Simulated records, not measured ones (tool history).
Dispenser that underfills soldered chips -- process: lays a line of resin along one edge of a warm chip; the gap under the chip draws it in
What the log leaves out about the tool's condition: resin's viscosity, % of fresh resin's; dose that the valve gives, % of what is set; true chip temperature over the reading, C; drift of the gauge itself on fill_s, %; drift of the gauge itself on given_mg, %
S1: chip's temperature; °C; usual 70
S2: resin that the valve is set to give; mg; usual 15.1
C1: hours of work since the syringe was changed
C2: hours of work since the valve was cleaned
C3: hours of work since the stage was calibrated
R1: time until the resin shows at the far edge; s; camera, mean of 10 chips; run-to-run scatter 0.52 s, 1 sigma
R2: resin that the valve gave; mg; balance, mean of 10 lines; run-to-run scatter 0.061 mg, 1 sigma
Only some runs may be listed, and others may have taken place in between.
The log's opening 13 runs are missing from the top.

-- hour=145.9 new syringe of resin
run 14 hour=150.9 | S1=74 S2=15.1 | C1=3 C2=37 C3=115 | R1=49.6 R2=14.77
run 15 hour=158.3 | S1=74 S2=15.1 | C1=7 C2=42 C3=119 | R1=70.4 R2=14.68
-- hour=162.5 new syringe of resin
run 16 hour=170 | S1=74 S2=15.1 | C1=5 C2=48 C3=126 | R1=56.4 R2=14.67
-- hour=172.2 dispensing valve cleaned and set on the balance
-- hour=180.4 new syringe of resin
run 17 hour=182 | S1=74 S2=15.1 | C1=1 C2=6 C3=133 | R1=42 R2=15.15
run 18 hour=193.9 | S1=59 S2=15.1 | C1=8 C2=13 C3=140 | R1=121.7 R2=14.96
-- hour=197.5 new syringe of resin
run 19 hour=208.2 | S1=59 S2=15.1 | C1=6 C2=21 C3=148 | R1=107.4 R2=14.9
-- hour=213.9 new syringe of resin
run 20 hour=218.2 | S1=59 S2=15.1 | C1=3 C2=27 C3=154 | R1=81 R2=14.78
-- hour=230.5 new syringe of resin
run 21 hour=233.8 | S1=59 S2=15.1 | C1=2 C2=37 C3=163 | R1=75.8 R2=14.6
-- hour=247.7 new syringe of resin
run 22 hour=247.7 | S1=61 S2=13.7 | C1=0 C2=45 C3=172 | R1=62.8 R2=13.24
-- hour=256 dispensing valve cleaned and set on the balance
run 23 hour=256.7 | S1=64 S2=13.1 | C1=5 C2=0 C3=176 | R1=83.3 R2=13.08
-- hour=265.5 new syringe of resin
run 24 hour=271.5 | S1=83 S2=17.7 | C1=4 C2=9 C3=185 | R1=38.9 R2=17.53
-- hour=282.3 new syringe of resin
run 25 hour=285.1 | S1=83 S2=17.7 | C1=2 C2=17 C3=193 | R1=32.9 R2=17.39
run 26 hour=295.6 | S1=66 S2=18.4 | C1=8 C2=24 C3=200 | R1=94.3 R2=18.03
-- hour=298.9 new syringe of resin
run 27 hour=309.4 | S1=64 S2=13.5 | C1=6 C2=32 C3=208 | R1=92.4 R2=13.09
-- hour=316.1 new syringe of resin
run 28 hour=321.6 | S1=64 S2=13.5 | C1=3 C2=39 C3=215 | R1=72.8 R2=13.07
run 29 hour=328.3 | S1=64 S2=13.5 | C1=7 C2=43 C3=219 | R1=102.5 R2=13.07
-- hour=333 new syringe of resin
-- hour=338.9 dispensing valve cleaned and set on the balance
run 30 hour=342.5 | S1=74 S2=16.8 | C1=5 C2=2 C3=227 | R1=59.5 R2=16.77
-- hour=350.9 new syringe of resin
run 31 hour=353.6 | S1=78 S2=15.2 | C1=2 C2=9 C3=233 | R1=39.1 R2=15.1
-- hour=367.7 new syringe of resin
run 32 hour=369.2 | S1=78 S2=15.2 | C1=1 C2=18 C3=243 | R1=37.1 R2=14.94
run 33 hour=383.5 | S1=78 S2=15.2 | C1=10 C2=27 C3=251 | R1=74.6 R2=15
-- hour=384.9 new syringe of resin
run 34 hour=393.1 | S1=56 S2=15.2 | C1=5 C2=32 C3=257 | R1=106.2 R2=14.81
-- hour=401.8 new syringe of resin
run 35 hour=406.7 | S1=80 S2=14.5 | C1=3 C2=40 C3=265 | R1=41.1 R2=14.04
-- hour=418.5 new syringe of resin
-- hour=422.1 dispensing valve cleaned and set on the balance
run 36 hour=422.1 | S1=84 S2=14.6 | C1=2 C2=0 C3=274 | R1=33.4 R2=14.69

What if the next run were any one of these 3? Each begins from the tool's condition after run 36:
run A hour=430.9 | S1=67 S2=16.6 | C1=7 C2=5 C3=279 | R1=? R2=?
run B hour=430.9 | S1=63 S2=16.2 | C1=7 C2=5 C3=279 | R1=? R2=?
run C hour=430.9 | S1=68 S2=17.5 | C1=7 C2=5 C3=279 | R1=? R2=?

run=A R1=86.4 R2=16.55
run=B R1=99.9 R2=16.1
run=C R1=82.6 R2=17.45
With no hidden state in the tool, these same runs would have given:
run=A R1=45.5 R2=16.65
run=B R1=52.6 R2=16.2
run=C R1=43.7 R2=17.55
